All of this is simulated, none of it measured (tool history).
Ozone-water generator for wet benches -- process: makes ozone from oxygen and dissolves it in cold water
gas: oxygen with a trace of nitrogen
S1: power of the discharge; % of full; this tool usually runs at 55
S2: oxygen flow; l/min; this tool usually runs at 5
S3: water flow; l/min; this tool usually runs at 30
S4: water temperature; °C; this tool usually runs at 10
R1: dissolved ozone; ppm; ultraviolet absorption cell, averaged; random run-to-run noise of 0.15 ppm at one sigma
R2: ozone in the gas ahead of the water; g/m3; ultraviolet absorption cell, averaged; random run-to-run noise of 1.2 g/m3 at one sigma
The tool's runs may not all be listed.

run   hour  S1    S2  S3  S4    R1     R2
  1      0  55     5  30  10    18    218
  2   22.6  55     5  30  10  17.9  217.4
  3   42.6  55     5  30  10  18.2  215.9
  4   68.8  55  5.97  30  10  18.1  190.3
  5     93  55  5.97  30  10  18.2  193.7
  6  135.3  55  5.97  30  10  17.9  190.8
  7  158.2  55  5.97  30  10  18.2  191.7
  8  195.2  55     5  30  10  18.1  215.8
  9    217  77     5  30  10  21.4  255.3
 10    250  77     5  30  10  21.3  256.4
 11  271.1  77     5  30  10  21.4  253.9
 12  294.3  77     5  30  10  21.6  256.2
 13  336.3  77     5  30  10  21.2  255.6
 14  362.5  77     5  30  10  21.3  257.7
 15  381.6  77     5  30  10  21.2  254.7
 16  418.2  77     5  30  10  21.5  255.9
 17  440.8  46  4.78  30  10  16.5  203.1
 18  462.4  46  4.78  39   7  12.2    201
 19  491.1  70  3.18  34  10  16.9  333.3
 20    515  76  5.15  35  12  17.4  249.1
 21  554.6  76  5.15  35  12  17.6  249.3
 22  587.3  97   7.9  36   9    20  209.9
 23  620.1  97   7.9  36   9  19.5  210.8
 24  651.1  78   4.5  23  10  28.4    277
 25  675.4  51     5  30  10  16.8  204.1
 26  703.9  55  7.17  30  16  16.5  167.4
 27  739.3  55  2.52  30  10  16.7  342.1
 28  764.9  55  2.52  37   6  13.1  341.1
 29  792.4  55  2.52  37   6    13  343.8

Alternative continuations, all from the tool just after run 29; predict every row:
  A  821.9  55     5  19  10   ?   ?
  B  821.9  55  8.24  27   6   ?   ?
  C  821.9  92  5.09  37   6   ?   ?

run    R1     R2
  A  28.1  213.1
  B  20.4  151.2
  C  18.8  277.2
With no hidden state in the tool, these same runs would have given:
run    R1     R2
  A  29.6  216.9
  B  21.7  153.9
  C  20.2  283.7
